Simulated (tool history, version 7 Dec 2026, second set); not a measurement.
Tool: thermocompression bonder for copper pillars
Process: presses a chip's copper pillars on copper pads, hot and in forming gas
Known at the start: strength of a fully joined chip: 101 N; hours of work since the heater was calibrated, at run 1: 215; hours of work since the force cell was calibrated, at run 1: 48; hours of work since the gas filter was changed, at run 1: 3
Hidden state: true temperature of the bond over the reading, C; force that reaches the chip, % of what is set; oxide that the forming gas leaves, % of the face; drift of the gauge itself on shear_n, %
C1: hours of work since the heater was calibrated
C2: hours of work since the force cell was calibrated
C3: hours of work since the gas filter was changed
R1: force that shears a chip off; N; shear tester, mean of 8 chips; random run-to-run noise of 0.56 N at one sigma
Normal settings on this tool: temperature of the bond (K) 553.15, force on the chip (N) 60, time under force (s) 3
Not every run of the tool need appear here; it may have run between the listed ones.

run 1 hour=0.0 | temperature_of_the_bond_(K)=553.15 force_on_the_chip_(N)=60 time_under_force_(s)=3 | C1=215 C2=48 C3=3 | R1=35.2
run 2 hour=12.9 | temperature_of_the_bond_(K)=542.15 force_on_the_chip_(N)=60 time_under_force_(s)=3 | C1=221 C2=54 C3=9 | R1=31.8
run 3 hour=30.6 | temperature_of_the_bond_(K)=553.15 force_on_the_chip_(N)=60 time_under_force_(s)=3 | C1=229 C2=62 C3=17 | R1=34.5
run 4 hour=41.1 | temperature_of_the_bond_(K)=553.15 force_on_the_chip_(N)=60 time_under_force_(s)=3 | C1=233 C2=67 C3=22 | R1=35.4
run 5 hour=55.6 | temperature_of_the_bond_(K)=553.15 force_on_the_chip_(N)=60 time_under_force_(s)=3 | C1=240 C2=74 C3=28 | R1=34.1
run 6 hour=74.8 | temperature_of_the_bond_(K)=553.15 force_on_the_chip_(N)=60 time_under_force_(s)=3 | C1=249 C2=82 C3=37 | R1=34.4
run 7 hour=90.9 | temperature_of_the_bond_(K)=553.15 force_on_the_chip_(N)=60 time_under_force_(s)=3 | C1=256 C2=89 C3=44 | R1=34.3
run 8 hour=106.9 | temperature_of_the_bond_(K)=553.15 force_on_the_chip_(N)=55 time_under_force_(s)=3 | C1=263 C2=97 C3=51 | R1=32.1
run 9 hour=119.7 | temperature_of_the_bond_(K)=553.15 force_on_the_chip_(N)=55 time_under_force_(s)=3 | C1=269 C2=102 C3=57 | R1=32.2
run 10 hour=135.7 | temperature_of_the_bond_(K)=553.15 force_on_the_chip_(N)=55 time_under_force_(s)=3 | C1=276 C2=110 C3=64 | R1=32.8
run 11 hour=153.8 | temperature_of_the_bond_(K)=553.15 force_on_the_chip_(N)=55 time_under_force_(s)=3 | C1=284 C2=118 C3=73 | R1=31.4
run 12 hour=174.6 | temperature_of_the_bond_(K)=553.15 force_on_the_chip_(N)=60 time_under_force_(s)=3 | C1=294 C2=127 C3=82 | R1=31.9
run 13 hour=194.4 | temperature_of_the_bond_(K)=553.15 force_on_the_chip_(N)=77 time_under_force_(s)=3 | C1=303 C2=136 C3=91 | R1=35.8
run 14 hour=205.5 | temperature_of_the_bond_(K)=553.15 force_on_the_chip_(N)=77 time_under_force_(s)=3 | C1=308 C2=141 C3=96 | R1=36.7
run 15 hour=214.8 | temperature_of_the_bond_(K)=553.15 force_on_the_chip_(N)=55 time_under_force_(s)=3 | C1=312 C2=145 C3=100 | R1=29.6
run 16 hour=226.9 | temperature_of_the_bond_(K)=553.15 force_on_the_chip_(N)=55 time_under_force_(s)=3 | C1=317 C2=151 C3=106 | R1=29.9
-- hour=233.5 forming gas filter changed
run 17 hour=239.2 | temperature_of_the_bond_(K)=553.15 force_on_the_chip_(N)=55 time_under_force_(s)=3 | C1=323 C2=156 C3=3 | R1=33.5
run 18 hour=254.6 | temperature_of_the_bond_(K)=553.15 force_on_the_chip_(N)=55 time_under_force_(s)=3 | C1=330 C2=163 C3=10 | R1=33.6
run 19 hour=265.0 | temperature_of_the_bond_(K)=553.15 force_on_the_chip_(N)=55 time_under_force_(s)=3 | C1=334 C2=168 C3=14 | R1=32.7
run 20 hour=279.9 | temperature_of_the_bond_(K)=567.15 force_on_the_chip_(N)=60 time_under_force_(s)=3 | C1=341 C2=175 C3=21 | R1=38.3
run 21 hour=290.5 | temperature_of_the_bond_(K)=532.15 force_on_the_chip_(N)=60 time_under_force_(s)=4 | C1=346 C2=179 C3=26 | R1=31.8
run 22 hour=304.6 | temperature_of_the_bond_(K)=532.15 force_on_the_chip_(N)=60 time_under_force_(s)=4 | C1=352 C2=186 C3=32 | R1=30.5
run 23 hour=323.8 | temperature_of_the_bond_(K)=532.15 force_on_the_chip_(N)=60 time_under_force_(s)=4 | C1=361 C2=194 C3=41 | R1=30.1
run 24 hour=337.4 | temperature_of_the_bond_(K)=537.15 force_on_the_chip_(N)=60 time_under_force_(s)=3 | C1=367 C2=201 C3=47 | R1=28.3
run 25 hour=348.2 | temperature_of_the_bond_(K)=553.15 force_on_the_chip_(N)=56 time_under_force_(s)=3 | C1=372 C2=205 C3=52 | R1=31.8
run 26 hour=367.2 | temperature_of_the_bond_(K)=547.15 force_on_the_chip_(N)=60 time_under_force_(s)=2 | C1=380 C2=214 C3=60 | R1=26.5
run 27 hour=383.3 | temperature_of_the_bond_(K)=543.15 force_on_the_chip_(N)=38 time_under_force_(s)=2 | C1=388 C2=221 C3=68 | R1=19.7
run 28 hour=397.9 | temperature_of_the_bond_(K)=543.15 force_on_the_chip_(N)=38 time_under_force_(s)=2 | C1=394 C2=228 C3=74 | R1=17.9
run 29 hour=413.2 | temperature_of_the_bond_(K)=530.15 force_on_the_chip_(N)=60 time_under_force_(s)=8 | C1=401 C2=235 C3=81 | R1=37.0
run 30 hour=431.9 | temperature_of_the_bond_(K)=563.15 force_on_the_chip_(N)=40 time_under_force_(s)=6 | C1=410 C2=243 C3=90 | R1=35.4
run 31 hour=451.4 | temperature_of_the_bond_(K)=553.15 force_on_the_chip_(N)=45 time_under_force_(s)=3 | C1=418 C2=252 C3=98 | R1=26.0
run 32 hour=465.3 | temperature_of_the_bond_(K)=553.15 force_on_the_chip_(N)=45 time_under_force_(s)=3 | C1=425 C2=258 C3=105 | R1=25.6
-- hour=473.1 forming gas filter changed
run 33 hour=475.9 | temperature_of_the_bond_(K)=553.15 force_on_the_chip_(N)=62 time_under_force_(s)=4 | C1=429 C2=263 C3=1 | R1=38.7
run 34 hour=492.0 | temperature_of_the_bond_(K)=553.15 force_on_the_chip_(N)=62 time_under_force_(s)=4 | C1=437 C2=270 C3=9 | R1=40.3
run 35 hour=501.0 | temperature_of_the_bond_(K)=553.15 force_on_the_chip_(N)=62 time_under_force_(s)=3 | C1=441 C2=274 C3=13 | R1=35.0
run 36 hour=519.7 | temperature_of_the_bond_(K)=553.15 force_on_the_chip_(N)=39 time_under_force_(s)=6 | C1=449 C2=283 C3=21 | R1=35.3
run 37 hour=539.8 | temperature_of_the_bond_(K)=548.15 force_on_the_chip_(N)=76 time_under_force_(s)=5 | C1=458 C2=292 C3=30 | R1=45.5
run 38 hour=551.8 | temperature_of_the_bond_(K)=548.15 force_on_the_chip_(N)=38 time_under_force_(s)=5 | C1=464 C2=297 C3=36 | R1=28.9
run 39 hour=568.3 | temperature_of_the_bond_(K)=548.15 force_on_the_chip_(N)=38 time_under_force_(s)=5 | C1=471 C2=305 C3=43 | R1=29.2
run 40 hour=583.0 | temperature_of_the_bond_(K)=548.15 force_on_the_chip_(N)=38 time_under_force_(s)=5 | C1=478 C2=311 C3=50 | R1=29.0

Branching from run 40: 3 alternative next runs. What would each branch give?
run A hour=596.0 | temperature_of_the_bond_(K)=553.15 force_on_the_chip_(N)=65 time_under_force_(s)=3 | C1=484 C2=317 C3=55 | R1=?
run B hour=596.0 | temperature_of_the_bond_(K)=558.15 force_on_the_chip_(N)=60 time_under_force_(s)=6 | C1=484 C2=317 C3=55 | R1=?
run C hour=596.0 | temperature_of_the_bond_(K)=539.15 force_on_the_chip_(N)=40 time_under_force_(s)=7 | C1=484 C2=317 C3=55 | R1=?

run=A R1=34.1
run=B R1=45.3
run=C R1=31.3
The same runs, with their run-to-run variation unchanged, on a tool lacking any hidden condition would have given:
run=A R1=39.3
run=B R1=51.6
run=C R1=36.2

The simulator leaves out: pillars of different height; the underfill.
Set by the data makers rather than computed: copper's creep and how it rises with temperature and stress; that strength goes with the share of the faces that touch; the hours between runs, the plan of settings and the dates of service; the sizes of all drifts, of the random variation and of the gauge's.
